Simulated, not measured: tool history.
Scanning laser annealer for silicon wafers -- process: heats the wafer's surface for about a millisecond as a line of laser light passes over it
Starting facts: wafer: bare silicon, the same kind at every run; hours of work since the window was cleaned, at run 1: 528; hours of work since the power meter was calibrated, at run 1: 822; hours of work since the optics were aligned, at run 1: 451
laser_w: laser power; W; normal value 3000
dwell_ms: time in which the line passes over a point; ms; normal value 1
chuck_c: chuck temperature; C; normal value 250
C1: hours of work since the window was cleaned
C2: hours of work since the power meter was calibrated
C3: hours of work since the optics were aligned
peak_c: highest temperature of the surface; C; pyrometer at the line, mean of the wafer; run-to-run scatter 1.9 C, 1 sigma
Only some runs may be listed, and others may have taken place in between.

run 1 day=0 | laser_w=3000 dwell_ms=1 chuck_c=250 | C1=528 C2=822 C3=451 | peak_c=1101
run 2 day=1.671 | laser_w=3000 dwell_ms=1 chuck_c=250 | C1=555 C2=849 C3=478 | peak_c=1099
run 3 day=4.275 | laser_w=3000 dwell_ms=1 chuck_c=250 | C1=596 C2=890 C3=519 | peak_c=1097
run 4 day=6.858 | laser_w=3000 dwell_ms=1 chuck_c=250 | C1=636 C2=930 C3=559 | peak_c=1096
run 5 day=9.421 | laser_w=3000 dwell_ms=0.92 chuck_c=250 | C1=677 C2=971 C3=600 | peak_c=1060
run 6 day=12.096 | laser_w=3000 dwell_ms=0.92 chuck_c=250 | C1=719 C2=1013 C3=642 | peak_c=1060
-- day=13.625 window over the wafer cleaned
run 7 day=14.862 | laser_w=3000 dwell_ms=0.92 chuck_c=250 | C1=19 C2=1055 C3=684 | peak_c=1063
run 8 day=16.25 | laser_w=2904 dwell_ms=0.92 chuck_c=250 | C1=41 C2=1077 C3=706 | peak_c=1035
run 9 day=17.679 | laser_w=2904 dwell_ms=0.92 chuck_c=250 | C1=64 C2=1099 C3=728 | peak_c=1033
run 10 day=19.504 | laser_w=2904 dwell_ms=0.99 chuck_c=250 | C1=92 C2=1128 C3=757 | peak_c=1066
run 11 day=21.492 | laser_w=3000 dwell_ms=1 chuck_c=250 | C1=124 C2=1159 C3=788 | peak_c=1099
run 12 day=24.417 | laser_w=3000 dwell_ms=1 chuck_c=250 | C1=170 C2=1205 C3=834 | peak_c=1097
run 13 day=27.212 | laser_w=3284 dwell_ms=1 chuck_c=250 | C1=214 C2=1249 C3=878 | peak_c=1181
run 14 day=28.938 | laser_w=2728 dwell_ms=1 chuck_c=250 | C1=241 C2=1277 C3=906 | peak_c=1023
run 15 day=30.596 | laser_w=2846 dwell_ms=0.87 chuck_c=260 | C1=267 C2=1303 C3=932 | peak_c=1007
run 16 day=33.025 | laser_w=2846 dwell_ms=0.79 chuck_c=260 | C1=305 C2=1341 C3=970 | peak_c=966
run 17 day=36.275 | laser_w=3000 dwell_ms=1.07 chuck_c=263 | C1=356 C2=1392 C3=1021 | peak_c=1143
run 18 day=37.862 | laser_w=2696 dwell_ms=1.07 chuck_c=254 | C1=381 C2=1417 C3=1046 | peak_c=1045
run 19 day=40.392 | laser_w=3177 dwell_ms=0.7 chuck_c=287 | C1=421 C2=1457 C3=1086 | peak_c=1025
run 20 day=42.325 | laser_w=2696 dwell_ms=1 chuck_c=250 | C1=452 C2=1487 C3=1116 | peak_c=1011
run 21 day=45.671 | laser_w=3190 dwell_ms=1 chuck_c=250 | C1=504 C2=1540 C3=1169 | peak_c=1152
run 22 day=47.312 | laser_w=3000 dwell_ms=0.87 chuck_c=212 | C1=530 C2=1566 C3=1195 | peak_c=997
run 23 day=50.662 | laser_w=3299 dwell_ms=1 chuck_c=276 | C1=583 C2=1618 C3=1247 | peak_c=1204
run 24 day=53.983 | laser_w=2708 dwell_ms=0.82 chuck_c=217 | C1=635 C2=1671 C3=1300 | peak_c=903
run 25 day=56.571 | laser_w=3247 dwell_ms=0.82 chuck_c=217 | C1=676 C2=1711 C3=1340 | peak_c=1040
run 26 day=59.067 | laser_w=2900 dwell_ms=1.01 chuck_c=266 | C1=715 C2=1751 C3=1380 | peak_c=1090
-- day=60.217 optics aligned, line set to its width
-- day=60.975 window over the wafer cleaned
run 27 day=62.546 | laser_w=2633 dwell_ms=1.02 chuck_c=243 | C1=25 C2=1801 C3=35 | peak_c=999
run 28 day=65.767 | laser_w=2625 dwell_ms=1.16 chuck_c=243 | C1=75 C2=1852 C3=86 | peak_c=1056

Forecast each of these 4 alternatives for the next run:
run A day=68.625 | laser_w=2568 dwell_ms=1.07 chuck_c=245 | C1=120 C2=1897 C3=131 | peak_c=?
run B day=68.625 | laser_w=3000 dwell_ms=0.89 chuck_c=275 | C1=120 C2=1897 C3=131 | peak_c=?
run C day=68.625 | laser_w=3000 dwell_ms=1.04 chuck_c=250 | C1=120 C2=1897 C3=131 | peak_c=?
run D day=68.625 | laser_w=3040 dwell_ms=1.16 chuck_c=248 | C1=120 C2=1897 C3=131 | peak_c=?

run=A peak_c=1002
run=B peak_c=1073
run=C peak_c=1116
run=D peak_c=1181
Without the tool's hidden state the same runs would have given:
run=A peak_c=1002
run=B peak_c=1073
run=C peak_c=1116
run=D peak_c=1181
